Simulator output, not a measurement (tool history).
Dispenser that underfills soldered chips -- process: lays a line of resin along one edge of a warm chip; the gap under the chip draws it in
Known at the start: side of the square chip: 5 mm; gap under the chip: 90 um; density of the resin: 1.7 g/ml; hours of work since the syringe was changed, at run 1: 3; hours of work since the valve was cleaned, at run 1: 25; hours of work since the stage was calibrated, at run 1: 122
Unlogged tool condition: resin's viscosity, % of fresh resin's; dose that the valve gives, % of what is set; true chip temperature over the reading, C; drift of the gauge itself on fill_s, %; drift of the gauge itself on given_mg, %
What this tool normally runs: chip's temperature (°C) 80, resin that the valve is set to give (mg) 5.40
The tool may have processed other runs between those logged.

| run | hour | chip's temperature (°C) | resin that the valve is set to give (mg) | hours of work since the syringe was changed | hours of work since the valve was cleaned | hours of work since the stage was calibrated | time until the resin shows at the far edge (s) | resin that the valve gave (mg) |
|---|---|---|---|---|---|---|---|---|
| 1 | 0.0 | 80 | 5.40 | 3 | 25 | 122 | 12.0 | 5.331 |
| 2 | 4.3 | 80 | 5.40 | 7 | 29 | 125 | 14.1 | 5.349 |
|  | 6.2 | new syringe of resin |
| 3 | 8.9 | 73 | 5.40 | 2 | 32 | 128 | 15.3 | 5.330 |
| 4 | 12.8 | 85 | 5.40 | 5 | 35 | 132 | 10.5 | 5.332 |
| 5 | 16.2 | 80 | 5.40 | 8 | 38 | 134 | 15.0 | 5.335 |
|  | 17.2 | new syringe of resin |
| 6 | 22.4 | 80 | 5.86 | 4 | 42 | 139 | 11.7 | 5.768 |
|  | 28.3 | new syringe of resin |
| 7 | 28.3 | 80 | 5.40 | 0 | 47 | 143 | 10.0 | 5.306 |
| 8 | 32.9 | 80 | 5.40 | 4 | 50 | 147 | 12.0 | 5.314 |
|  | 38.9 | new syringe of resin |
| 9 | 38.9 | 80 | 5.40 | 0 | 55 | 151 | 9.7 | 5.287 |
| 10 | 46.9 | 80 | 5.40 | 6 | 61 | 157 | 13.6 | 5.271 |
|  | 50.0 | new syringe of resin |
| 11 | 52.8 | 80 | 5.40 | 2 | 65 | 162 | 10.3 | 5.246 |
| 12 | 59.6 | 80 | 5.40 | 7 | 71 | 167 | 15.1 | 5.250 |

Expected results for the next run?
|  | 60.9 | new syringe of resin |
| 13 | 65.3 | 80 | 5.40 | 3 | 75 | 171 | ? | ? |

Run 13 measured time until the resin shows at the far edge (s) 11.3, resin that the valve gave (mg) 5.237.
The same run, on a tool lacking any hidden state, would have yielded time until the resin shows at the far edge (s) 9.2, resin that the valve gave (mg) 5.402.
